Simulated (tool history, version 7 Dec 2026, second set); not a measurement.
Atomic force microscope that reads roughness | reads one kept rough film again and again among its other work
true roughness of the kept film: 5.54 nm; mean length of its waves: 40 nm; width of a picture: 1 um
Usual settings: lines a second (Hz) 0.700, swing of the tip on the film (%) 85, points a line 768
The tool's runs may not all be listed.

run	day	lines a second (Hz)	swing of the tip on the film (%)	points a line	roughness of the kept film (nm (root mean square))
1	0.000	0.700	85	768	4.443
2	3.054	0.700	85	768	4.423
# day 3.608: new tip fitted
3	5.325	0.700	62	768	4.728
4	7.229	0.700	62	768	4.721
# day 10.108: new tip fitted
5	10.375	1.941	62	768	4.490
6	12.075	1.941	62	768	4.488
7	13.771	1.941	62	768	4.488
# day 16.542: new tip fitted
8	17.083	0.700	85	636	4.423
9	19.429	0.700	66	768	4.680
10	21.804	0.700	66	768	4.719
# day 22.908: new tip fitted
11	23.658	0.700	74	768	4.581
12	25.550	0.700	82	768	4.485
13	27.575	3.047	89	795	3.206
# day 29.175: new tip fitted
14	29.875	3.047	89	795	3.217
15	31.996	0.583	64	768	4.730
16	34.308	1.260	86	385	4.109
# day 35.542: new tip fitted
17	36.625	1.260	86	385	4.087
18	38.346	1.260	74	385	4.404
19	41.279	1.260	74	385	4.367
# day 41.829: new tip fitted
20	44.188	1.260	66	385	4.533

Forecast each of these 4 alternatives for the next run:
A	47.404	0.940	78	768	?
B	47.404	0.823	77	415	?
C	47.404	3.293	57	726	?
D	47.404	1.260	66	882	?

run	roughness of the kept film (nm (root mean square))
A	4.441
B	4.499
C	4.436
D	4.574
Without the tool's hidden state the same runs would have given:
run	roughness of the kept film (nm (root mean square))
A	4.449
B	4.507
C	4.444
D	4.582
